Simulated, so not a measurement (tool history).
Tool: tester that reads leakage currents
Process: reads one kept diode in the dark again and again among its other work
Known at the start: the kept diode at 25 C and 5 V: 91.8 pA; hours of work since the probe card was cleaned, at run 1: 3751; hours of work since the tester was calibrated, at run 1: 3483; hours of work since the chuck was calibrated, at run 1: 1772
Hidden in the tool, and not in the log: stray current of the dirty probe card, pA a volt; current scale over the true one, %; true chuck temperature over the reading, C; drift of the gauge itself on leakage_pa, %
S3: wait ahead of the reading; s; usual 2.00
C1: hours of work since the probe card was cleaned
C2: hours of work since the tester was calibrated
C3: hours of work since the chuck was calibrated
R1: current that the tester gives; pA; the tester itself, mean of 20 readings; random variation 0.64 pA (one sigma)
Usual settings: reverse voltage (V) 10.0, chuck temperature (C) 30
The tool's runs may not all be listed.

Run 1, hour 0.0: usual settings; C1 3751; C2 3483; C3 1772. Result: R1 261.00 pA.
Run 2, hour 114.8: usual settings; C1 3842; C2 3574; C3 1863. Result: R1 261.64 pA.
Run 3, hour 185.6: usual settings; C1 3898; C2 3630; C3 1919. Result: R1 264.27 pA.
At hour 210.9: chuck's temperature calibrated.
At hour 274.0: probe card cleaned and baked.
Run 4, hour 304.6: usual settings but S3 0.53 s; C1 24; C2 3720; C3 72. Result: R1 218.28 pA.
Run 5, hour 363.9: usual settings; C1 71; C2 3767; C3 119. Result: R1 213.46 pA.
Run 6, hour 425.4: usual settings; C1 120; C2 3815; C3 167. Result: R1 215.14 pA.
Run 7, hour 520.9: usual settings but chuck temperature (C) 45; C1 195; C2 3891; C3 243. Result: R1 711.81 pA.
Run 8, hour 603.9: usual settings but reverse voltage (V) 5.6; C1 261; C2 3956; C3 308. Result: R1 156.54 pA.
Run 9, hour 679.4: usual settings but reverse voltage (V) 5.6; C1 320; C2 4016; C3 368. Result: R1 157.52 pA.
Run 10, hour 784.6: usual settings but reverse voltage (V) 5.6, chuck temperature (C) 29; C1 404; C2 4099; C3 451. Result: R1 146.60 pA.
At hour 843.4: tester calibrated.
Run 11, hour 843.9: usual settings but reverse voltage (V) 5.6, chuck temperature (C) 29; C1 449; C2 0; C3 496. Result: R1 149.43 pA.
Run 12, hour 905.1: usual settings but reverse voltage (V) 5.6, chuck temperature (C) 29; C1 497; C2 49; C3 545. Result: R1 150.93 pA.
Run 13, hour 1019.0: usual settings but reverse voltage (V) 5.6, chuck temperature (C) 29; C1 587; C2 139; C3 635. Result: R1 152.37 pA.
Run 14, hour 1079.2: usual settings but reverse voltage (V) 3.3, chuck temperature (C) 29; C1 635; C2 186; C3 682. Result: R1 112.25 pA.
Run 15, hour 1183.8: usual settings but reverse voltage (V) 3.3, chuck temperature (C) 29; C1 717; C2 269; C3 765. Result: R1 113.89 pA.
Run 16, hour 1236.1: usual settings but reverse voltage (V) 3.3, chuck temperature (C) 29; C1 759; C2 310; C3 806. Result: R1 113.67 pA.
Run 17, hour 1351.4: usual settings but reverse voltage (V) 3.3, chuck temperature (C) 29; C1 850; C2 402; C3 897. Result: R1 115.20 pA.
Run 18, hour 1403.2: usual settings but reverse voltage (V) 3.3, chuck temperature (C) 29; C1 891; C2 442; C3 938. Result: R1 115.95 pA.
Run 19, hour 1493.0: usual settings but reverse voltage (V) 3.3, chuck temperature (C) 29; C1 962; C2 513; C3 1009. Result: R1 116.43 pA.
Run 20, hour 1562.6: usual settings; C1 1017; C2 568; C3 1064. Result: R1 241.27 pA.
Run 21, hour 1629.6: usual settings but reverse voltage (V) 5.5, chuck temperature (C) 28; C1 1070; C2 621; C3 1117. Result: R1 144.98 pA.
Run 22, hour 1714.8: usual settings but chuck temperature (C) 29, S3 1.77 s; C1 1137; C2 689; C3 1185. Result: R1 225.40 pA.
Run 23, hour 1825.8: usual settings but reverse voltage (V) 2.3, chuck temperature (C) 22, S3 1.77 s; C1 1225; C2 776; C3 1272. Result: R1 53.74 pA.
Run 24, hour 1901.9: usual settings but reverse voltage (V) 16.0, S3 0.34 s; C1 1285; C2 837; C3 1332. Result: R1 341.65 pA.
Run 25, hour 1980.2: usual settings but reverse voltage (V) 16.0, S3 0.34 s; C1 1347; C2 898; C3 1394. Result: R1 346.05 pA.
Run 26, hour 2050.7: usual settings but S3 6.58 s; C1 1403; C2 954; C3 1450. Result: R1 248.89 pA.
Run 27, hour 2166.6: usual settings but reverse voltage (V) 1.7, chuck temperature (C) 37, S3 5.01 s; C1 1494; C2 1046; C3 1542. Result: R1 160.65 pA.
Run 28, hour 2283.4: usual settings but reverse voltage (V) 1.7, chuck temperature (C) 37, S3 5.01 s; C1 1586; C2 1138; C3 1634. Result: R1 161.69 pA.
Run 29, hour 2391.6: usual settings but reverse voltage (V) 1.7, chuck temperature (C) 37, S3 5.01 s; C1 1672; C2 1224; C3 1719. Result: R1 162.55 pA.
Run 30, hour 2511.2: usual settings but reverse voltage (V) 1.7, chuck temperature (C) 37, S3 5.01 s; C1 1766; C2 1318; C3 1814. Result: R1 164.56 pA.
Run 31, hour 2608.6: usual settings but chuck temperature (C) 32, S3 4.80 s; C1 1843; C2 1395; C3 1891. Result: R1 309.18 pA.
At hour 2663.2: chuck's temperature calibrated.
Run 32, hour 2701.7: usual settings but S3 1.13 s; C1 1915; C2 1467; C3 30. Result: R1 218.53 pA.
Run 33, hour 2796.9: usual settings but S3 1.13 s; C1 1991; C2 1542; C3 106. Result: R1 218.27 pA.
Run 34, hour 2905.9: usual settings but reverse voltage (V) 18.0, chuck temperature (C) 39; C1 2077; C2 1628; C3 192. Result: R1 634.44 pA.
Run 35, hour 2996.4: usual settings but reverse voltage (V) 2.5, chuck temperature (C) 44, S3 0.75 s; C1 2148; C2 1700; C3 263. Result: R1 301.73 pA.
Run 36, hour 3094.0: usual settings but reverse voltage (V) 1.3, chuck temperature (C) 43, S3 8.67 s; C1 2225; C2 1777; C3 340. Result: R1 193.21 pA.
Run 37, hour 3199.8: usual settings but reverse voltage (V) 5.0, chuck temperature (C) 28; C1 2309; C2 1861; C3 424. Result: R1 127.36 pA.
Run 38, hour 3311.1: usual settings but reverse voltage (V) 8.2, chuck temperature (C) 22, S3 1.15 s; C1 2397; C2 1949; C3 512. Result: R1 105.53 pA.
Run 39, hour 3399.3: usual settings but reverse voltage (V) 8.2, chuck temperature (C) 22, S3 1.15 s; C1 2467; C2 2018; C3 582. Result: R1 107.28 pA.
Run 40, hour 3454.6: usual settings but reverse voltage (V) 10.3, S3 2.31 s; C1 2510; C2 2062; C3 625. Result: R1 234.96 pA.

Hidden state or all else? Some run-to-run changes of R1, split into what the settings, what came in and random variation would give without the hidden state, and what is left for the hidden state (with any gauge scatter that isn't in both results):
Run 3 -> 4: S3 2.00 -> 0.53, chuck's temperature calibrated, probe card cleaned and baked. R1 -45.99 pA: hidden state -51.24, all else +5.25.
Run 6 -> 7: chuck temperature (C) 30 -> 45. R1 +496.67 pA: hidden state +11.06, all else +485.61.
Run 7 -> 8: reverse voltage (V) 10.0 -> 5.6, chuck temperature (C) 45 -> 30. R1 -555.27 pA: hidden state -9.86, all else -545.41.
Run 23 -> 24: reverse voltage (V) 2.3 -> 16.0, chuck temperature (C) 22 -> 30, S3 1.77 -> 0.34. R1 +287.91 pA: hidden state +41.07, all else +246.84.
Run 31 -> 32: chuck temperature (C) 32 -> 30, S3 4.80 -> 1.13, chuck's temperature calibrated. R1 -90.65 pA: hidden state -55.51, all else -35.14.
Run 33 -> 34: reverse voltage (V) 10.0 -> 18.0, chuck temperature (C) 30 -> 39, S3 1.13 -> 2.00. R1 +416.17 pA: hidden state +12.50, all else +403.67.
